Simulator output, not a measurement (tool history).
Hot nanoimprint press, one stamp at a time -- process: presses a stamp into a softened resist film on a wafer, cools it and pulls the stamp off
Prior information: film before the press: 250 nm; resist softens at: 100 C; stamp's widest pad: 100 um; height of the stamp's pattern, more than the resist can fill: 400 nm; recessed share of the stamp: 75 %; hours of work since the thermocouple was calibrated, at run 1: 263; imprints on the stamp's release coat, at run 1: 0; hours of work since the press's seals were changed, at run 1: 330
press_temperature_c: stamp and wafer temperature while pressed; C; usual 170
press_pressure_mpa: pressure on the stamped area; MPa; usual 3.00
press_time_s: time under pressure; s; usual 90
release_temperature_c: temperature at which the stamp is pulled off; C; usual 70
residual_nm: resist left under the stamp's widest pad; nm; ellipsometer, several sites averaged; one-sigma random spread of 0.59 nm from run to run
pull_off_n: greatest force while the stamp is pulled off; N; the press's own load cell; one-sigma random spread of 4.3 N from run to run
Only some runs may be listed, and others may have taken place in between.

run	hour	press_temperature_c	press_pressure_mpa	press_time_s	release_temperature_c	hours of work since the thermocouple was calibrated	imprints on the stamp's release coat	hours of work since the press's seals were changed	residual_nm	pull_off_n
1	0.0	170	3.00	90	70	263	0	330	118.5	200
# hour 13.8: plate thermocouple calibrated
2	64.7	170	3.00	90	70	38	310	376	118.5	205
3	132.2	170	3.68	90	70	87	648	426	105.7	208
4	179.1	170	4.11	90	70	122	883	460	100.8	207
5	231.5	170	4.11	90	70	161	1146	499	100.6	216
6	292.4	170	3.00	90	70	206	1452	544	118.9	207
7	378.3	170	3.00	90	70	269	1883	607	119.2	211
# hour 387.9: plate thermocouple calibrated
# hour 432.9: stamp cleaned and given a new release coat
8	461.8	175	3.00	90	70	50	144	662	100.8	213
9	537.6	175	3.00	90	70	106	524	718	101.0	205
10	608.3	175	3.00	90	70	158	879	770	100.2	214
11	672.5	175	3.00	90	70	206	1201	818	100.1	206
12	717.1	170	3.00	90	70	239	1425	851	118.3	221
# hour 761.8: plate thermocouple calibrated
13	787.3	170	2.49	90	70	19	1762	900	130.2	216
# hour 863.1: stamp cleaned and given a new release coat
14	863.1	170	2.49	90	70	70	0	952	130.0	210
15	917.4	170	2.49	90	70	110	272	992	131.3	209
# hour 943.3: press's hydraulic seals changed and the load cell set to zero
16	1001.4	170	2.49	90	70	166	654	43	132.5	210
17	1090.5	170	2.49	90	70	232	1100	109	130.8	206
# hour 1146.5: plate thermocouple calibrated
18	1171.0	170	2.49	90	70	18	1489	166	131.2	216
19	1219.9	180	3.00	90	74	54	1735	202	84.8	207
20	1264.5	180	3.00	90	74	87	1958	235	84.8	204
# hour 1301.0: stamp cleaned and given a new release coat
21	1362.7	167	2.00	74	70	155	310	303	167.8	205
22	1414.0	167	2.00	74	70	193	567	341	165.2	215
23	1487.9	167	2.00	74	70	248	938	395	166.2	212
# hour 1521.1: plate thermocouple calibrated
24	1558.5	167	2.00	74	70	28	1277	445	168.3	208
25	1609.4	180	4.61	47	73	65	1532	483	83.8	207
26	1655.2	180	4.61	47	73	99	1762	517	83.9	200

Each row is a separate what-if for the run after 26, all from the same tool condition, not one after another. Results?
A	1709.1	170	3.76	75	70	139	2032	556	?	?
B	1709.1	171	3.00	90	57	139	2032	556	?	?
C	1709.1	170	3.00	90	63	139	2032	556	?	?

run	residual_nm	pull_off_n
A	112.2	222
B	115.2	226
C	118.2	223
With no hidden state in the tool, these same runs would have given:
run	residual_nm	pull_off_n
A	112.2	220
B	115.2	223
C	118.2	220
